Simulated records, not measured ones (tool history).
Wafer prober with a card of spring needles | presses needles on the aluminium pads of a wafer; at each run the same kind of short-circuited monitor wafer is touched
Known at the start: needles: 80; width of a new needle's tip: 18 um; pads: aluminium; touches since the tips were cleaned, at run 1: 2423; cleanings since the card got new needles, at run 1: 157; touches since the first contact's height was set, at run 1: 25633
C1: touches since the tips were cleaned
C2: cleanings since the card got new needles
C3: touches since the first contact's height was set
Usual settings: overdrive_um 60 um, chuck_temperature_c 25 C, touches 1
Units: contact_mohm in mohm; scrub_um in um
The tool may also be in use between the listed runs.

{"run": 1, "hour": 0.0, "overdrive_um": 60, "chuck_temperature_c": 25, "touches": 1, "C1": 2423, "C2": 157, "C3": 25633, "contact_mohm": 293, "scrub_um": 10.04}
{"hour": 2.3, "done": "tips cleaned on abrasive film"}
{"hour": 8.0, "done": "tips cleaned on abrasive film"}
{"hour": 13.7, "done": "tips cleaned on abrasive film"}
{"hour": 19.4, "done": "tips cleaned on abrasive film"}
{"hour": 25.1, "done": "tips cleaned on abrasive film"}
{"hour": 30.8, "done": "tips cleaned on abrasive film"}
{"hour": 35.4, "done": "tips cleaned on abrasive film"}
{"hour": 41.1, "done": "tips cleaned on abrasive film"}
{"hour": 45.7, "done": "tips cleaned on abrasive film"}
{"hour": 50.2, "done": "tips cleaned on abrasive film"}
{"hour": 55.9, "done": "tips cleaned on abrasive film"}
{"hour": 61.5, "done": "tips cleaned on abrasive film"}
{"run": 2, "hour": 61.5, "overdrive_um": 60, "chuck_temperature_c": 25, "touches": 1, "C1": 0, "C2": 169, "C3": 71916, "contact_mohm": 298, "scrub_um": 10.03}
{"hour": 66.0, "done": "tips cleaned on abrasive film"}
{"hour": 71.7, "done": "tips cleaned on abrasive film"}
{"hour": 76.3, "done": "tips cleaned on abrasive film"}
{"hour": 82.0, "done": "tips cleaned on abrasive film"}
{"hour": 87.7, "done": "tips cleaned on abrasive film"}
{"hour": 92.3, "done": "tips cleaned on abrasive film"}
{"hour": 96.8, "done": "tips cleaned on abrasive film"}
{"hour": 102.5, "done": "tips cleaned on abrasive film"}
{"hour": 108.2, "done": "tips cleaned on abrasive film"}
{"hour": 113.9, "done": "tips cleaned on abrasive film"}
{"hour": 119.6, "done": "tips cleaned on abrasive film"}
{"run": 3, "hour": 121.1, "overdrive_um": 60, "chuck_temperature_c": 25, "touches": 1, "C1": 1162, "C2": 180, "C3": 116919, "contact_mohm": 295, "scrub_um": 10.05}
{"hour": 124.6, "done": "tips cleaned on abrasive film"}
{"hour": 129.2, "done": "tips cleaned on abrasive film"}
{"hour": 134.9, "done": "tips cleaned on abrasive film"}
{"hour": 139.4, "done": "tips cleaned on abrasive film"}
{"hour": 145.1, "done": "tips cleaned on abrasive film"}
{"hour": 149.7, "done": "tips cleaned on abrasive film"}
{"hour": 155.4, "done": "tips cleaned on abrasive film"}
{"hour": 161.1, "done": "tips cleaned on abrasive film"}
{"hour": 166.8, "done": "tips cleaned on abrasive film"}
{"hour": 172.5, "done": "tips cleaned on abrasive film"}
{"hour": 178.2, "done": "tips cleaned on abrasive film"}
{"hour": 182.8, "done": "tips cleaned on abrasive film"}
{"hour": 188.5, "done": "tips cleaned on abrasive film"}
{"hour": 193.0, "done": "tips cleaned on abrasive film"}
{"hour": 198.7, "done": "tips cleaned on abrasive film"}
{"hour": 204.4, "done": "tips cleaned on abrasive film"}
{"hour": 210.1, "done": "tips cleaned on abrasive film"}
{"hour": 215.8, "done": "tips cleaned on abrasive film"}
{"hour": 220.4, "done": "tips cleaned on abrasive film"}
{"run": 4, "hour": 220.6, "overdrive_um": 60, "chuck_temperature_c": 25, "touches": 1, "C1": 130, "C2": 199, "C3": 191838, "contact_mohm": 301, "scrub_um": 9.94}
{"hour": 225.1, "done": "tips cleaned on abrasive film"}
{"hour": 230.8, "done": "tips cleaned on abrasive film"}
{"hour": 236.5, "done": "tips cleaned on abrasive film"}
{"hour": 238.0, "done": "height of the first contact set anew"}
{"hour": 242.5, "done": "tips cleaned on abrasive film"}
{"hour": 248.2, "done": "tips cleaned on abrasive film"}
{"hour": 253.9, "done": "tips cleaned on abrasive film"}
{"hour": 259.6, "done": "tips cleaned on abrasive film"}
{"hour": 265.3, "done": "tips cleaned on abrasive film"}
{"run": 5, "hour": 269.7, "overdrive_um": 60, "chuck_temperature_c": 25, "touches": 1, "C1": 3404, "C2": 207, "C3": 24034, "contact_mohm": 295, "scrub_um": 10.02}
{"hour": 271.0, "done": "tips cleaned on abrasive film"}
{"hour": 276.7, "done": "tips cleaned on abrasive film"}
{"hour": 282.4, "done": "tips cleaned on abrasive film"}
{"hour": 286.9, "done": "tips cleaned on abrasive film"}
{"hour": 292.6, "done": "tips cleaned on abrasive film"}
{"hour": 297.2, "done": "tips cleaned on abrasive film"}
{"hour": 302.9, "done": "tips cleaned on abrasive film"}
{"hour": 307.5, "done": "tips cleaned on abrasive film"}
{"hour": 313.2, "done": "tips cleaned on abrasive film"}
{"hour": 317.7, "done": "tips cleaned on abrasive film"}
{"run": 6, "hour": 319.9, "overdrive_um": 60, "chuck_temperature_c": 25, "touches": 1, "C1": 1665, "C2": 217, "C3": 61804, "contact_mohm": 295, "scrub_um": 9.97}
{"hour": 323.4, "done": "tips cleaned on abrasive film"}
{"hour": 329.1, "done": "tips cleaned on abrasive film"}
{"hour": 334.8, "done": "tips cleaned on abrasive film"}
{"hour": 339.3, "done": "tips cleaned on abrasive film"}
{"hour": 345.0, "done": "tips cleaned on abrasive film"}
{"hour": 350.7, "done": "tips cleaned on abrasive film"}
{"hour": 356.4, "done": "tips cleaned on abrasive film"}
{"hour": 362.1, "done": "tips cleaned on abrasive film"}
{"hour": 367.8, "done": "tips cleaned on abrasive film"}
{"hour": 373.5, "done": "tips cleaned on abrasive film"}
{"hour": 379.2, "done": "tips cleaned on abrasive film"}
{"hour": 384.9, "done": "tips cleaned on abrasive film"}
{"hour": 389.5, "done": "tips cleaned on abrasive film"}
{"hour": 395.2, "done": "tips cleaned on abrasive film"}
{"hour": 399.8, "done": "tips cleaned on abrasive film"}
{"hour": 405.1, "done": "tips cleaned on abrasive film"}
{"run": 7, "hour": 405.1, "overdrive_um": 60, "chuck_temperature_c": 25, "touches": 1, "C1": 0, "C2": 233, "C3": 125994, "contact_mohm": 297, "scrub_um": 10.21}
{"hour": 410.8, "done": "tips cleaned on abrasive film"}
{"hour": 416.5, "done": "tips cleaned on abrasive film"}
{"hour": 421.0, "done": "tips cleaned on abrasive film"}
{"hour": 426.7, "done": "tips cleaned on abrasive film"}
{"hour": 431.3, "done": "tips cleaned on abrasive film"}
{"hour": 437.0, "done": "tips cleaned on abrasive film"}
{"hour": 442.7, "done": "tips cleaned on abrasive film"}
{"hour": 447.3, "done": "tips cleaned on abrasive film"}
{"hour": 453.0, "done": "tips cleaned on abrasive film"}
{"hour": 458.7, "done": "tips cleaned on abrasive film"}
{"hour": 464.4, "done": "tips cleaned on abrasive film"}
{"hour": 468.9, "done": "tips cleaned on abrasive film"}
{"hour": 474.6, "done": "tips cleaned on abrasive film"}
{"hour": 480.3, "done": "tips cleaned on abrasive film"}
{"hour": 484.9, "done": "tips cleaned on abrasive film"}
{"run": 8, "hour": 485.8, "overdrive_um": 40, "chuck_temperature_c": 25, "touches": 1, "C1": 698, "C2": 248, "C3": 186865, "contact_mohm": 310, "scrub_um": 6.57}
{"hour": 490.4, "done": "tips cleaned on abrasive film"}
{"hour": 496.1, "done": "tips cleaned on abrasive film"}
{"hour": 500.7, "done": "tips cleaned on abrasive film"}
{"hour": 505.3, "done": "tips cleaned on abrasive film"}
{"hour": 510.0, "done": "height of the first contact set anew"}
{"hour": 511.2, "done": "tips cleaned on abrasive film"}
{"hour": 515.8, "done": "tips cleaned on abrasive film"}
{"hour": 521.5, "done": "tips cleaned on abrasive film"}
{"hour": 526.1, "done": "tips cleaned on abrasive film"}
{"hour": 531.8, "done": "tips cleaned on abrasive film"}
{"hour": 536.4, "done": "tips cleaned on abrasive film"}
{"run": 9, "hour": 540.6, "overdrive_um": 54, "chuck_temperature_c": 52, "touches": 2, "C1": 3254, "C2": 258, "C3": 23025, "contact_mohm": 314, "scrub_um": 8.97}
{"hour": 541.8, "done": "tips cleaned on abrasive film"}
{"hour": 547.5, "done": "tips cleaned on abrasive film"}
{"hour": 552.1, "done": "tips cleaned on abrasive film"}
{"hour": 557.8, "done": "tips cleaned on abrasive film"}
{"hour": 562.4, "done": "tips cleaned on abrasive film"}
{"hour": 568.1, "done": "tips cleaned on abrasive film"}
{"hour": 573.8, "done": "tips cleaned on abrasive film"}
{"hour": 578.3, "done": "tips cleaned on abrasive film"}
{"hour": 584.0, "done": "tips cleaned on abrasive film"}
{"hour": 588.6, "done": "tips cleaned on abrasive film"}
{"hour": 594.3, "done": "tips cleaned on abrasive film"}
{"hour": 600.0, "done": "tips cleaned on abrasive film"}
{"hour": 605.7, "done": "tips cleaned on abrasive film"}
{"hour": 610.3, "done": "tips cleaned on abrasive film"}
{"run": 10, "hour": 610.5, "overdrive_um": 60, "chuck_temperature_c": 25, "touches": 1, "C1": 216, "C2": 272, "C3": 75678, "contact_mohm": 297, "scrub_um": 9.94}
{"hour": 615.1, "done": "tips cleaned on abrasive film"}
{"hour": 619.7, "done": "tips cleaned on abrasive film"}
{"hour": 625.4, "done": "tips cleaned on abrasive film"}
{"hour": 631.1, "done": "tips cleaned on abrasive film"}
{"hour": 635.7, "done": "tips cleaned on abrasive film"}
{"hour": 641.4, "done": "tips cleaned on abrasive film"}
{"hour": 647.1, "done": "tips cleaned on abrasive film"}
{"hour": 651.6, "done": "tips cleaned on abrasive film"}
{"hour": 656.2, "done": "tips cleaned on abrasive film"}
{"hour": 661.9, "done": "tips cleaned on abrasive film"}
{"run": 11, "hour": 662.1, "overdrive_um": 56, "chuck_temperature_c": 104, "touches": 1, "C1": 130, "C2": 282, "C3": 114490, "contact_mohm": 330, "scrub_um": 9.28}
{"hour": 666.7, "done": "tips cleaned on abrasive film"}
{"hour": 671.2, "done": "tips cleaned on abrasive film"}
{"hour": 676.9, "done": "tips cleaned on abrasive film"}
{"hour": 681.5, "done": "tips cleaned on abrasive film"}
{"hour": 687.2, "done": "tips cleaned on abrasive film"}
{"hour": 692.9, "done": "tips cleaned on abrasive film"}
{"hour": 697.5, "done": "tips cleaned on abrasive film"}
{"hour": 702.0, "done": "tips cleaned on abrasive film"}
{"hour": 707.7, "done": "tips cleaned on abrasive film"}
{"run": 12, "hour": 710.1, "overdrive_um": 56, "chuck_temperature_c": 104, "touches": 1, "C1": 1825, "C2": 291, "C3": 150701, "contact_mohm": 326, "scrub_um": 9.1}
{"hour": 712.5, "done": "tips cleaned on abrasive film"}
{"hour": 718.2, "done": "tips cleaned on abrasive film"}
{"hour": 723.9, "done": "tips cleaned on abrasive film"}
{"hour": 728.4, "done": "tips cleaned on abrasive film"}
{"hour": 733.0, "done": "tips cleaned on abrasive film"}
{"hour": 738.7, "done": "tips cleaned on abrasive film"}
{"hour": 744.4, "done": "tips cleaned on abrasive film"}
{"hour": 749.0, "done": "tips cleaned on abrasive film"}
{"hour": 754.7, "done": "tips cleaned on abrasive film"}
{"hour": 760.4, "done": "tips cleaned on abrasive film"}
{"hour": 764.9, "done": "tips cleaned on abrasive film"}
{"hour": 770.6, "done": "tips cleaned on abrasive film"}
{"hour": 775.2, "done": "tips cleaned on abrasive film"}
{"hour": 780.9, "done": "tips cleaned on abrasive film"}
{"hour": 782.3, "done": "height of the first contact set anew"}
{"run": 13, "hour": 783.3, "overdrive_um": 59, "chuck_temperature_c": 104, "touches": 1, "C1": 1605, "C2": 305, "C3": 745, "contact_mohm": 326, "scrub_um": 9.72}

Forecast each of these 5 alternatives for the next run:
{"hour": 786.8, "done": "tips cleaned on abrasive film"}
{"hour": 791.3, "done": "tips cleaned on abrasive film"}
{"hour": 797.0, "done": "tips cleaned on abrasive film"}
{"hour": 802.7, "done": "tips cleaned on abrasive film"}
{"hour": 808.4, "done": "tips cleaned on abrasive film"}
{"hour": 814.1, "done": "tips cleaned on abrasive film"}
{"hour": 818.7, "done": "tips cleaned on abrasive film"}
{"hour": 824.4, "done": "tips cleaned on abrasive film"}
{"hour": 829.0, "done": "tips cleaned on abrasive film"}
{"hour": 834.7, "done": "tips cleaned on abrasive film"}
{"hour": 839.2, "done": "tips cleaned on abrasive film"}
{"hour": 844.9, "done": "tips cleaned on abrasive film"}
{"hour": 849.5, "done": "tips cleaned on abrasive film"}
{"run": "A", "hour": 851.7, "overdrive_um": 43, "chuck_temperature_c": 104, "touches": 2, "C1": 1727, "C2": 318, "C3": 52330, "contact_mohm": "?", "scrub_um": "?"}
{"hour": 786.8, "done": "tips cleaned on abrasive film"}
{"hour": 791.3, "done": "tips cleaned on abrasive film"}
{"hour": 797.0, "done": "tips cleaned on abrasive film"}
{"hour": 802.7, "done": "tips cleaned on abrasive film"}
{"hour": 808.4, "done": "tips cleaned on abrasive film"}
{"hour": 814.1, "done": "tips cleaned on abrasive film"}
{"hour": 818.7, "done": "tips cleaned on abrasive film"}
{"hour": 824.4, "done": "tips cleaned on abrasive film"}
{"hour": 829.0, "done": "tips cleaned on abrasive film"}
{"hour": 834.7, "done": "tips cleaned on abrasive film"}
{"hour": 839.2, "done": "tips cleaned on abrasive film"}
{"hour": 844.9, "done": "tips cleaned on abrasive film"}
{"hour": 849.5, "done": "tips cleaned on abrasive film"}
{"run": "B", "hour": 851.7, "overdrive_um": 64, "chuck_temperature_c": 25, "touches": 1, "C1": 1727, "C2": 318, "C3": 52330, "contact_mohm": "?", "scrub_um": "?"}
{"hour": 786.8, "done": "tips cleaned on abrasive film"}
{"hour": 791.3, "done": "tips cleaned on abrasive film"}
{"hour": 797.0, "done": "tips cleaned on abrasive film"}
{"hour": 802.7, "done": "tips cleaned on abrasive film"}
{"hour": 808.4, "done": "tips cleaned on abrasive film"}
{"hour": 814.1, "done": "tips cleaned on abrasive film"}
{"hour": 818.7, "done": "tips cleaned on abrasive film"}
{"hour": 824.4, "done": "tips cleaned on abrasive film"}
{"hour": 829.0, "done": "tips cleaned on abrasive film"}
{"hour": 834.7, "done": "tips cleaned on abrasive film"}
{"hour": 839.2, "done": "tips cleaned on abrasive film"}
{"hour": 844.9, "done": "tips cleaned on abrasive film"}
{"hour": 849.5, "done": "tips cleaned on abrasive film"}
{"run": "C", "hour": 851.7, "overdrive_um": 40, "chuck_temperature_c": 83, "touches": 2, "C1": 1727, "C2": 318, "C3": 52330, "contact_mohm": "?", "scrub_um": "?"}
{"hour": 786.8, "done": "tips cleaned on abrasive film"}
{"hour": 791.3, "done": "tips cleaned on abrasive film"}
{"hour": 797.0, "done": "tips cleaned on abrasive film"}
{"hour": 802.7, "done": "tips cleaned on abrasive film"}
{"hour": 808.4, "done": "tips cleaned on abrasive film"}
{"hour": 814.1, "done": "tips cleaned on abrasive film"}
{"hour": 818.7, "done": "tips cleaned on abrasive film"}
{"hour": 824.4, "done": "tips cleaned on abrasive film"}
{"hour": 829.0, "done": "tips cleaned on abrasive film"}
{"hour": 834.7, "done": "tips cleaned on abrasive film"}
{"hour": 839.2, "done": "tips cleaned on abrasive film"}
{"hour": 844.9, "done": "tips cleaned on abrasive film"}
{"hour": 849.5, "done": "tips cleaned on abrasive film"}
{"run": "D", "hour": 851.7, "overdrive_um": 47, "chuck_temperature_c": 96, "touches": 2, "C1": 1727, "C2": 318, "C3": 52330, "contact_mohm": "?", "scrub_um": "?"}
{"hour": 786.8, "done": "tips cleaned on abrasive film"}
{"hour": 791.3, "done": "tips cleaned on abrasive film"}
{"hour": 797.0, "done": "tips cleaned on abrasive film"}
{"hour": 802.7, "done": "tips cleaned on abrasive film"}
{"hour": 808.4, "done": "tips cleaned on abrasive film"}
{"hour": 814.1, "done": "tips cleaned on abrasive film"}
{"hour": 818.7, "done": "tips cleaned on abrasive film"}
{"hour": 824.4, "done": "tips cleaned on abrasive film"}
{"hour": 829.0, "done": "tips cleaned on abrasive film"}
{"hour": 834.7, "done": "tips cleaned on abrasive film"}
{"hour": 839.2, "done": "tips cleaned on abrasive film"}
{"hour": 844.9, "done": "tips cleaned on abrasive film"}
{"hour": 849.5, "done": "tips cleaned on abrasive film"}
{"run": "E", "hour": 851.7, "overdrive_um": 70, "chuck_temperature_c": 104, "touches": 1, "C1": 1727, "C2": 318, "C3": 52330, "contact_mohm": "?", "scrub_um": "?"}

run=A contact_mohm=345 scrub_um=7.15
run=B contact_mohm=295 scrub_um=10.42
run=C contact_mohm=337 scrub_um=6.54
run=D contact_mohm=335 scrub_um=7.82
run=E contact_mohm=317 scrub_um=11.62
Without the tool's hidden state the same runs would have given:
run=A contact_mohm=344 scrub_um=7.15
run=B contact_mohm=294 scrub_um=10.42
run=C contact_mohm=337 scrub_um=6.54
run=D contact_mohm=335 scrub_um=7.82
run=E contact_mohm=317 scrub_um=11.62
